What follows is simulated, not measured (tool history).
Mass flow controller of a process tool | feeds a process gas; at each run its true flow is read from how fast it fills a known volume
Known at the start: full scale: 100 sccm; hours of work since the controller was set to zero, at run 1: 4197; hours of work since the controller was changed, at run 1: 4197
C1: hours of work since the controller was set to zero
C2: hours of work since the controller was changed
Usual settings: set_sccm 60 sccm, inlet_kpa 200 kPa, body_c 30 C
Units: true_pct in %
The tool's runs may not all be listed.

{"run": 1, "hour": 0.0, "set_sccm": 60, "inlet_kpa": 200, "body_c": 30, "C1": 4197, "C2": 4197, "true_pct": 99.46}
{"run": 2, "hour": 77.7, "set_sccm": 16, "inlet_kpa": 200, "body_c": 30, "C1": 4250, "C2": 4250, "true_pct": 102.47}
{"run": 3, "hour": 120.0, "set_sccm": 16, "inlet_kpa": 200, "body_c": 30, "C1": 4279, "C2": 4279, "true_pct": 102.44}
{"run": 4, "hour": 163.9, "set_sccm": 60, "inlet_kpa": 200, "body_c": 30, "C1": 4309, "C2": 4309, "true_pct": 99.53}
{"run": 5, "hour": 236.3, "set_sccm": 60, "inlet_kpa": 200, "body_c": 30, "C1": 4359, "C2": 4359, "true_pct": 99.48}
{"run": 6, "hour": 286.1, "set_sccm": 60, "inlet_kpa": 200, "body_c": 30, "C1": 4393, "C2": 4393, "true_pct": 99.5}
{"run": 7, "hour": 322.1, "set_sccm": 60, "inlet_kpa": 235, "body_c": 30, "C1": 4418, "C2": 4418, "true_pct": 99.41}
{"run": 8, "hour": 373.7, "set_sccm": 60, "inlet_kpa": 235, "body_c": 30, "C1": 4453, "C2": 4453, "true_pct": 99.47}
{"run": 9, "hour": 423.0, "set_sccm": 75, "inlet_kpa": 148, "body_c": 25, "C1": 4487, "C2": 4487, "true_pct": 99.17}

Forecast run 10:
{"run": 10, "hour": 457.0, "set_sccm": 24, "inlet_kpa": 183, "body_c": 25, "C1": 4510, "C2": 4510, "true_pct": "?"}

Run 10 gave true_pct 100.78 %.
Without the tool's hidden state the same run would have given true_pct 99.62 %.
